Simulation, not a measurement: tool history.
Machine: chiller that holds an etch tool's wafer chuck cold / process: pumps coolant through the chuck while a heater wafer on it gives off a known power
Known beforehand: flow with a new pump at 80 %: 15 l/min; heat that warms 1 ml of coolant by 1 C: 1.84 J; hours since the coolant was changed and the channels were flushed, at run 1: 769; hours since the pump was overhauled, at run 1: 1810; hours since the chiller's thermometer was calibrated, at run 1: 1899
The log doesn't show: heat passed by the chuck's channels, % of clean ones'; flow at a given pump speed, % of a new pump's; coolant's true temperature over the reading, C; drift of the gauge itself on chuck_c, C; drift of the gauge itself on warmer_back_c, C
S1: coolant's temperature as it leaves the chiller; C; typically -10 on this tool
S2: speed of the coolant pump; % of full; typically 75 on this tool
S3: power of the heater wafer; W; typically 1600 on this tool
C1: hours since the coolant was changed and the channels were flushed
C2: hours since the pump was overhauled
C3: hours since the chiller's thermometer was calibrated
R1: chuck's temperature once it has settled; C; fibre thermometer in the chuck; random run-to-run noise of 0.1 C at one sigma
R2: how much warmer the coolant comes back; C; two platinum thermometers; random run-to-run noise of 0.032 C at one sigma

run 1 hour=0.0 | S1=-10 S2=75 S3=1600 | C1=769 C2=1810 C3=1899 | R1=8.2 R2=3.84
run 2 hour=57.7 | S1=-10 S2=75 S3=1600 | C1=826 C2=1867 C3=1957 | R1=8.1 R2=3.84
run 3 hour=124.2 | S1=-10 S2=75 S3=981 | C1=893 C2=1934 C3=2023 | R1=1.1 R2=2.40
run 4 hour=182.6 | S1=-10 S2=75 S3=1600 | C1=951 C2=1992 C3=2082 | R1=8.2 R2=3.84
run 5 hour=252.6 | S1=-10 S2=75 S3=1600 | C1=1021 C2=2062 C3=2152 | R1=8.4 R2=3.87
run 6 hour=308.5 | S1=-10 S2=75 S3=1600 | C1=1077 C2=2118 C3=2208 | R1=8.3 R2=3.85
run 7 hour=360.5 | S1=-10 S2=75 S3=1600 | C1=1129 C2=2170 C3=2260 | R1=8.3 R2=3.87
run 8 hour=415.9 | S1=-8 S2=75 S3=1600 | C1=1185 C2=2226 C3=2315 | R1=10.3 R2=3.91
run 9 hour=485.8 | S1=-10 S2=75 S3=1600 | C1=1254 C2=2295 C3=2385 | R1=8.3 R2=3.91
run 10 hour=552.1 | S1=-10 S2=75 S3=1600 | C1=1321 C2=2362 C3=2451 | R1=8.3 R2=3.88
-- hour=593.2 chiller's thermometer calibrated
run 11 hour=622.8 | S1=-15 S2=75 S3=1600 | C1=1391 C2=2432 C3=30 | R1=3.3 R2=3.89
run 12 hour=660.3 | S1=-15 S2=75 S3=1600 | C1=1428 C2=2469 C3=67 | R1=3.2 R2=3.93
run 13 hour=720.5 | S1=-15 S2=75 S3=1600 | C1=1488 C2=2529 C3=127 | R1=3.1 R2=3.92
run 14 hour=771.8 | S1=-10 S2=75 S3=894 | C1=1540 C2=2581 C3=179 | R1=0.2 R2=2.21
run 15 hour=834.1 | S1=-10 S2=75 S3=894 | C1=1602 C2=2643 C3=241 | R1=0.2 R2=2.19
run 16 hour=918.5 | S1=-10 S2=75 S3=894 | C1=1686 C2=2727 C3=325 | R1=0.1 R2=2.20
run 17 hour=965.9 | S1=-10 S2=85 S3=1337 | C1=1734 C2=2775 C3=373 | R1=4.0 R2=2.90
run 18 hour=1003.0 | S1=-10 S2=85 S3=1337 | C1=1771 C2=2812 C3=410 | R1=3.8 R2=2.91
-- hour=1032.8 chiller's thermometer calibrated, once more
run 19 hour=1073.6 | S1=-10 S2=92 S3=1470 | C1=1840 C2=2881 C3=41 | R1=4.7 R2=2.91
run 20 hour=1110.2 | S1=-2 S2=73 S3=2102 | C1=1877 C2=2918 C3=77 | R1=23.3 R2=5.35
run 21 hour=1177.6 | S1=-2 S2=73 S3=2102 | C1=1944 C2=2985 C3=145 | R1=23.4 R2=5.33
run 22 hour=1252.2 | S1=-10 S2=66 S3=1600 | C1=2019 C2=3060 C3=219 | R1=10.8 R2=4.44
run 23 hour=1288.1 | S1=-2 S2=94 S3=882 | C1=2055 C2=3096 C3=255 | R1=6.7 R2=1.78
run 24 hour=1326.9 | S1=-2 S2=94 S3=882 | C1=2094 C2=3135 C3=294 | R1=6.8 R2=1.75
run 25 hour=1363.0 | S1=-18 S2=75 S3=1279 | C1=2130 C2=3171 C3=330 | R1=-2.7 R2=3.17
run 26 hour=1404.6 | S1=-12 S2=75 S3=1734 | C1=2171 C2=3212 C3=372 | R1=8.6 R2=4.29
run 27 hour=1464.6 | S1=-17 S2=75 S3=1734 | C1=2231 C2=3272 C3=432 | R1=3.7 R2=4.28
run 28 hour=1543.3 | S1=-9 S2=91 S3=1386 | C1=2310 C2=3351 C3=510 | R1=5.3 R2=2.77
run 29 hour=1618.4 | S1=-10 S2=96 S3=822 | C1=2385 C2=3426 C3=586 | R1=-2.0 R2=1.58
run 30 hour=1675.9 | S1=-10 S2=96 S3=822 | C1=2443 C2=3484 C3=643 | R1=-1.9 R2=1.58
run 31 hour=1725.8 | S1=-3 S2=78 S3=966 | C1=2492 C2=3533 C3=693 | R1=8.2 R2=2.30

What would each run have given without the hidden state, its run-to-run variation left as it was?
run=1 R1=7.7 R2=3.70
run=2 R1=7.7 R2=3.71
run=3 R1=0.9 R2=2.31
run=4 R1=7.7 R2=3.69
run=5 R1=7.8 R2=3.72
run=6 R1=7.7 R2=3.69
run=7 R1=7.7 R2=3.71
run=8 R1=9.7 R2=3.74
run=9 R1=7.7 R2=3.74
run=10 R1=7.7 R2=3.71
run=11 R1=2.8 R2=3.71
run=12 R1=2.7 R2=3.75
run=13 R1=2.5 R2=3.74
run=14 R1=0.1 R2=2.11
run=15 R1=0.0 R2=2.08
run=16 R1=-0.1 R2=2.09
run=17 R1=3.6 R2=2.75
run=18 R1=3.4 R2=2.76
run=19 R1=3.8 R2=2.75
run=20 R1=21.6 R2=5.05
run=21 R1=21.8 R2=5.03
run=22 R1=9.4 R2=4.18
run=23 R1=6.1 R2=1.67
run=24 R1=6.2 R2=1.65
run=25 R1=-3.7 R2=2.98
run=26 R1=7.2 R2=4.02
run=27 R1=2.2 R2=4.02
run=28 R1=4.3 R2=2.59
run=29 R1=-2.6 R2=1.48
run=30 R1=-2.5 R2=1.47
run=31 R1=7.3 R2=2.15
